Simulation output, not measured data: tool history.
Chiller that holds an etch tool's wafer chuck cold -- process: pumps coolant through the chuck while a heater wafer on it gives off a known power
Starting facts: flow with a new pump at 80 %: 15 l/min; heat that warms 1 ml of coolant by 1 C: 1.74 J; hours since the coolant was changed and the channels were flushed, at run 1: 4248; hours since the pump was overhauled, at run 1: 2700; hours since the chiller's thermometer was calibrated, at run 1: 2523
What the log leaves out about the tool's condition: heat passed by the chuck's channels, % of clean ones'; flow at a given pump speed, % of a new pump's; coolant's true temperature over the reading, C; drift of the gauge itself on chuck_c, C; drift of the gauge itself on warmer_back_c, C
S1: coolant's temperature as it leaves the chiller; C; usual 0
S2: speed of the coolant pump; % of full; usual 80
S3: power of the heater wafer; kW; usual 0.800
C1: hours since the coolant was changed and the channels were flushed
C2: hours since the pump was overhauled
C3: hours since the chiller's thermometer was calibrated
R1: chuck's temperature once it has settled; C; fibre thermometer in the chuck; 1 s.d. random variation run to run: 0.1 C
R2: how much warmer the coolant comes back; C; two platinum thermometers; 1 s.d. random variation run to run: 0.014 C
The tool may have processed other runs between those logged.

run 1 hour=0.0 | S1=0 S2=80 S3=0.800 | C1=4248 C2=2700 C3=2523 | R1=10.5 R2=1.93
run 2 hour=66.9 | S1=0 S2=80 S3=0.800 | C1=4315 C2=2767 C3=2590 | R1=10.5 R2=1.93
run 3 hour=98.1 | S1=0 S2=80 S3=0.800 | C1=4346 C2=2798 C3=2621 | R1=10.5 R2=1.96
run 4 hour=157.6 | S1=0 S2=80 S3=0.800 | C1=4406 C2=2858 C3=2681 | R1=10.5 R2=1.92
run 5 hour=193.8 | S1=0 S2=80 S3=0.800 | C1=4442 C2=2894 C3=2717 | R1=10.5 R2=1.95
run 6 hour=263.9 | S1=0 S2=80 S3=0.800 | C1=4512 C2=2964 C3=2787 | R1=10.7 R2=1.92
run 7 hour=324.3 | S1=1 S2=80 S3=0.800 | C1=4572 C2=3025 C3=2848 | R1=11.6 R2=1.95
run 8 hour=377.4 | S1=1 S2=80 S3=0.800 | C1=4625 C2=3078 C3=2901 | R1=11.8 R2=1.93
run 9 hour=406.8 | S1=1 S2=80 S3=0.800 | C1=4655 C2=3107 C3=2930 | R1=11.8 R2=1.94
run 10 hour=443.9 | S1=0 S2=97 S3=0.800 | C1=4692 C2=3144 C3=2967 | R1=9.1 R2=1.61
run 11 hour=507.3 | S1=0 S2=97 S3=0.800 | C1=4755 C2=3208 C3=3031 | R1=9.3 R2=1.61
run 12 hour=543.3 | S1=0 S2=97 S3=0.800 | C1=4791 C2=3244 C3=3067 | R1=9.3 R2=1.60
run 13 hour=612.9 | S1=0 S2=97 S3=0.800 | C1=4861 C2=3313 C3=3136 | R1=9.2 R2=1.62
run 14 hour=666.3 | S1=0 S2=80 S3=0.800 | C1=4914 C2=3367 C3=3190 | R1=10.7 R2=1.99
run 15 hour=723.9 | S1=0 S2=80 S3=0.800 | C1=4972 C2=3424 C3=3247 | R1=11.0 R2=1.94
run 16 hour=758.5 | S1=0 S2=74 S3=0.800 | C1=5007 C2=3459 C3=3282 | R1=11.6 R2=2.12
run 17 hour=804.6 | S1=9 S2=74 S3=0.800 | C1=5053 C2=3505 C3=3328 | R1=20.4 R2=2.13
run 18 hour=836.9 | S1=9 S2=76 S3=0.918 | C1=5085 C2=3537 C3=3360 | R1=22.0 R2=2.35
run 19 hour=869.7 | S1=9 S2=82 S3=0.800 | C1=5118 C2=3570 C3=3393 | R1=19.8 R2=1.92
run 20 hour=903.8 | S1=9 S2=82 S3=0.800 | C1=5152 C2=3604 C3=3427 | R1=19.6 R2=1.91
run 21 hour=932.6 | S1=6 S2=67 S3=0.800 | C1=5181 C2=3633 C3=3456 | R1=18.5 R2=2.35
run 22 hour=996.3 | S1=-10 S2=80 S3=0.744 | C1=5244 C2=3696 C3=3520 | R1=0.0 R2=1.82
run 23 hour=1032.5 | S1=-10 S2=80 S3=0.744 | C1=5281 C2=3733 C3=3556 | R1=0.1 R2=1.83
-- hour=1070.9 chiller's thermometer calibrated
run 24 hour=1098.8 | S1=-10 S2=80 S3=0.744 | C1=5346 C2=3798 C3=28 | R1=0.0 R2=1.85
run 25 hour=1141.4 | S1=-10 S2=80 S3=0.744 | C1=5388 C2=3841 C3=70 | R1=0.1 R2=1.84
run 26 hour=1181.8 | S1=-10 S2=80 S3=0.744 | C1=5429 C2=3881 C3=111 | R1=0.0 R2=1.84
-- hour=1191.6 coolant changed, channels flushed
run 27 hour=1230.2 | S1=9 S2=73 S3=0.569 | C1=39 C2=3923 C3=153 | R1=16.3 R2=1.55
run 28 hour=1274.1 | S1=9 S2=73 S3=0.569 | C1=82 C2=3967 C3=197 | R1=16.5 R2=1.53
run 29 hour=1330.4 | S1=9 S2=72 S3=0.401 | C1=139 C2=4024 C3=254 | R1=14.5 R2=1.11
run 30 hour=1395.6 | S1=0 S2=87 S3=0.569 | C1=204 C2=4089 C3=319 | R1=6.4 R2=1.29
run 31 hour=1464.7 | S1=0 S2=87 S3=0.569 | C1=273 C2=4158 C3=388 | R1=6.5 R2=1.30
run 32 hour=1510.1 | S1=0 S2=87 S3=0.569 | C1=318 C2=4203 C3=433 | R1=6.5 R2=1.29
run 33 hour=1554.6 | S1=0 S2=87 S3=0.569 | C1=363 C2=4248 C3=478 | R1=6.5 R2=1.30

What if the next run were any one of these 3? Each begins from the tool's condition after run 33:
run A hour=1619.3 | S1=-9 S2=87 S3=0.896 | C1=428 C2=4313 C3=542 | R1=? R2=?
run B hour=1619.3 | S1=0 S2=80 S3=0.492 | C1=428 C2=4313 C3=542 | R1=? R2=?
run C hour=1619.3 | S1=-2 S2=80 S3=0.800 | C1=428 C2=4313 C3=542 | R1=? R2=?

run=A R1=1.3 R2=2.03
run=B R1=6.1 R2=1.22
run=C R1=8.1 R2=1.97
What these runs would have given with no unlogged condition in the tool:
run=A R1=0.6 R2=1.88
run=B R1=5.7 R2=1.13
run=C R1=7.4 R2=1.83
